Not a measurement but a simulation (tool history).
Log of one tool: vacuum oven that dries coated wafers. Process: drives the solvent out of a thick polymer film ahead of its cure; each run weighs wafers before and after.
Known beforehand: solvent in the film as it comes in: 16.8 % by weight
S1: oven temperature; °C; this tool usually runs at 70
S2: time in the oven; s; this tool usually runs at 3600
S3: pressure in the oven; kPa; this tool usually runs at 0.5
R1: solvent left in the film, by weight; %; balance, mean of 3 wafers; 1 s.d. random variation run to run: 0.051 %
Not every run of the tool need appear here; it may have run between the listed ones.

Run 1, hour 0: usual settings. Result: R1 1.79 %.
At hour 71.1: oven's thermocouples calibrated.
Run 2, hour 71.1: usual settings. Result: R1 1.31 %.
Run 3, hour 123.4: usual settings. Result: R1 1.36 %.
Run 4, hour 173.9: usual settings but S2 2040 s. Result: R1 3.04 %.
Run 5, hour 234.7: usual settings but S2 2040 s. Result: R1 2.97 %.
Run 6, hour 284.6: usual settings but S2 2040 s. Result: R1 3 %.
Run 7, hour 346.3: usual settings but S2 2040 s. Result: R1 3.09 %.
Run 8, hour 392.3: usual settings. Result: R1 1.45 %.
Run 9, hour 440.4: usual settings. Result: R1 1.5 %.
At hour 449.1: vacuum gauge cleaned of residue and calibrated.
Run 10, hour 504.8: usual settings. Result: R1 1.65 %.
Run 11, hour 543: usual settings. Result: R1 1.68 %.
At hour 560: vacuum gauge cleaned of residue and calibrated, once more.
Run 12, hour 608.9: usual settings. Result: R1 1.04 %.
Run 13, hour 681.9: usual settings but S2 3960 s, S3 0.285 kPa. Result: R1 0.71 %.
Run 14, hour 740.7: usual settings but S2 3960 s, S3 0.285 kPa. Result: R1 0.72 %.
Run 15, hour 798.2: usual settings but S1 63 °C, S2 5400 s, S3 0.264 kPa. Result: R1 1.16 %.
Run 16, hour 852.2: usual settings but S2 3540 s. Result: R1 1.07 %.
Run 17, hour 900.5: usual settings but S1 57 °C, S2 3840 s. Result: R1 4.55 %.
Run 18, hour 942.9: usual settings but S1 57 °C, S2 3840 s. Result: R1 4.6 %.
Run 19, hour 1002.5: usual settings but S1 57 °C, S2 3840 s. Result: R1 4.64 %.
Run 20, hour 1035.1: usual settings but S3 1.312 kPa. Result: R1 1.73 %.
Run 21, hour 1085.5: usual settings but S1 77 °C, S2 3000 s, S3 1.855 kPa. Result: R1 1.24 %.
Run 22, hour 1153.8: usual settings but S1 77 °C, S2 3000 s, S3 1.855 kPa. Result: R1 1.28 %.

Forecast each of these 5 alternatives for the next run:
Run A, hour 1185.3: usual settings but S1 77 °C, S2 3000 s, S3 1.006 kPa. Result: R1 ?.
Run B, hour 1185.3: usual settings but S1 80 °C, S2 5160 s. Result: R1 ?.
Run C, hour 1185.3: usual settings but S1 56 °C, S2 2580 s, S3 1.72 kPa. Result: R1 ?.
Run D, hour 1185.3: usual settings but S1 60 °C, S2 1980 s, S3 0.389 kPa. Result: R1 ?.
Run E, hour 1185.3: usual settings but S3 1.634 kPa. Result: R1 ?.

run    R1
  A  0.91
  B  0.29
  C     8
  D  6.69
  E     2
Without the tool's unlogged condition, the same runs would have read:
run    R1
  A  0.77
  B  0.23
  C  7.58
  D   6.3
  E  1.77

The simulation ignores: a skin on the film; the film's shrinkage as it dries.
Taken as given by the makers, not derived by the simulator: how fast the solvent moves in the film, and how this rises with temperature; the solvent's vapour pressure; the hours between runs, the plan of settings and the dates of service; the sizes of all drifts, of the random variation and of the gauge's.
